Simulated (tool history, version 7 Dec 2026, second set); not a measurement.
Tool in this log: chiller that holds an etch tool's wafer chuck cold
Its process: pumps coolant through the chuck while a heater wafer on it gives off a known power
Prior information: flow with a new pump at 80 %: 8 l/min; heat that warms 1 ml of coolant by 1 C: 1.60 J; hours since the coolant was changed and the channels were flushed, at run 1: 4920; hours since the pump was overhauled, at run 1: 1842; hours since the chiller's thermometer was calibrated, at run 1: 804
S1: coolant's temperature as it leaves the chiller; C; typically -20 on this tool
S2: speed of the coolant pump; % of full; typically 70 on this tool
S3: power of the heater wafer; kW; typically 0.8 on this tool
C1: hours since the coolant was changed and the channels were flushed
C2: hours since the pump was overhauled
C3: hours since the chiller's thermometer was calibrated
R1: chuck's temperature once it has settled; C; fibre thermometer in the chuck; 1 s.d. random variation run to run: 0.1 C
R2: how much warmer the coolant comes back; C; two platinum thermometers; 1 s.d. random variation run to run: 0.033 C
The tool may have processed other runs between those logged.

Run 1, day 0: usual settings; C1 4920; C2 1842; C3 804. Result: R1 -12.2 C, R2 4.39 C.
Run 2, day 2.492: usual settings but S1 -13 C; C1 4980; C2 1901; C3 864. Result: R1 -5.3 C, R2 4.51 C.
Run 3, day 5.225: usual settings but S1 -13 C; C1 5045; C2 1967; C3 930. Result: R1 -5.3 C, R2 4.47 C.
Run 4, day 8.771: usual settings but S1 -13 C; C1 5131; C2 2052; C3 1015. Result: R1 -5.3 C, R2 4.48 C.
Run 5, day 11.529: usual settings; C1 5197; C2 2118; C3 1081. Result: R1 -12.3 C, R2 4.52 C.
Run 6, day 13.867: usual settings but S1 -24 C; C1 5253; C2 2174; C3 1137. Result: R1 -16.4 C, R2 4.46 C.
Run 7, day 16.15: usual settings; C1 5308; C2 2229; C3 1192. Result: R1 -12 C, R2 4.5 C.
Run 8, day 20.358: usual settings but S1 -18 C; C1 5409; C2 2330; C3 1293. Result: R1 -10.3 C, R2 4.46 C.
Run 9, day 22.667: usual settings but S1 -18 C; C1 5464; C2 2386; C3 1348. Result: R1 -10.3 C, R2 4.49 C.
Run 10, day 25.842: usual settings but S1 -18 C; C1 5540; C2 2462; C3 1425. Result: R1 -10.2 C, R2 4.49 C.
Run 11, day 29.292: usual settings but S1 -18 C; C1 5623; C2 2545; C3 1507. Result: R1 -10.2 C, R2 4.43 C.
Run 12, day 33.221: usual settings but S1 -18 C; C1 5717; C2 2639; C3 1602. Result: R1 -10 C, R2 4.51 C.
Run 13, day 37.271: usual settings but S1 -13 C, S2 97 % of full; C1 5815; C2 2736; C3 1699. Result: R1 -7.2 C, R2 3.19 C.
Run 14, day 39.633: usual settings but S1 -26 C, S2 77 % of full, S3 0.696 kW; C1 5871; C2 2793; C3 1756. Result: R1 -20 C, R2 3.54 C.
Run 15, day 42.275: usual settings but S1 -26 C, S2 77 % of full, S3 0.696 kW; C1 5935; C2 2856; C3 1819. Result: R1 -19.8 C, R2 3.54 C.
Run 16, day 44.746: usual settings but S1 -26 C, S2 77 % of full, S3 0.696 kW; C1 5994; C2 2916; C3 1878. Result: R1 -19.7 C, R2 3.58 C.
At day 47.938: coolant changed, channels flushed.
Run 17, day 48.538: usual settings but S1 -26 C, S2 77 % of full, S3 0.696 kW; C1 14; C2 3001; C3 1963. Result: R1 -20.5 C, R2 3.58 C.
At day 50.312: chiller's thermometer calibrated.
Run 18, day 52.65: usual settings but S2 83 % of full; C1 112; C2 3098; C3 56. Result: R1 -13.8 C, R2 3.87 C.
Run 19, day 56.446: usual settings but S1 -26 C, S3 0.513 kW; C1 203; C2 3189; C3 147. Result: R1 -21.6 C, R2 2.88 C.
Run 20, day 60.225: usual settings but S1 -26 C, S3 0.513 kW; C1 294; C2 3280; C3 238. Result: R1 -21.2 C, R2 2.87 C.
Run 21, day 63.658: usual settings but S1 -19 C, S2 62 % of full, S3 0.619 kW; C1 376; C2 3362; C3 320. Result: R1 -12.9 C, R2 3.94 C.
Run 22, day 66.933: usual settings but S1 -19 C, S2 62 % of full, S3 0.619 kW; C1 455; C2 3441; C3 399. Result: R1 -13 C, R2 4.03 C.
Run 23, day 72.162: usual settings but S1 -19 C, S2 62 % of full, S3 0.619 kW; C1 580; C2 3566; C3 524. Result: R1 -12.7 C, R2 4.05 C.
Run 24, day 74.579: usual settings; C1 638; C2 3625; C3 582. Result: R1 -12.9 C, R2 4.52 C.

Some steps in R1, run to run, broken into two amounts with sign: the step expected even without the hidden condition (settings, incoming material, random variation), and the rest, left for the hidden condition together with whatever gauge scatter is not in both the measured and the hidden-condition-free result:
What the log doesn't record here: heat passed by the chuck's channels, % of clean ones'; flow at a given pump speed, % of a new pump's; coolant's true temperature over the reading, C; drift of the gauge itself on chuck_c, C; drift of the gauge itself on warmer_back_c, C.
Run 12 -> 13: S1 -18 -> -13, S2 70 -> 97. R1 +2.8 C: hidden state -0.4, all else +3.2.
Run 13 -> 14: S1 -13 -> -26, S2 97 -> 77, S3 0.8 -> 0.696. R1 -12.8 C: hidden state +0.1, all else -12.9.
Run 16 -> 17: coolant changed, channels flushed. R1 -0.8 C: hidden state -0.8, all else +0.
Run 20 -> 21: S1 -26 -> -19, S2 70 -> 62, S3 0.513 -> 0.619. R1 +8.3 C: hidden state +0.1, all else +8.2.

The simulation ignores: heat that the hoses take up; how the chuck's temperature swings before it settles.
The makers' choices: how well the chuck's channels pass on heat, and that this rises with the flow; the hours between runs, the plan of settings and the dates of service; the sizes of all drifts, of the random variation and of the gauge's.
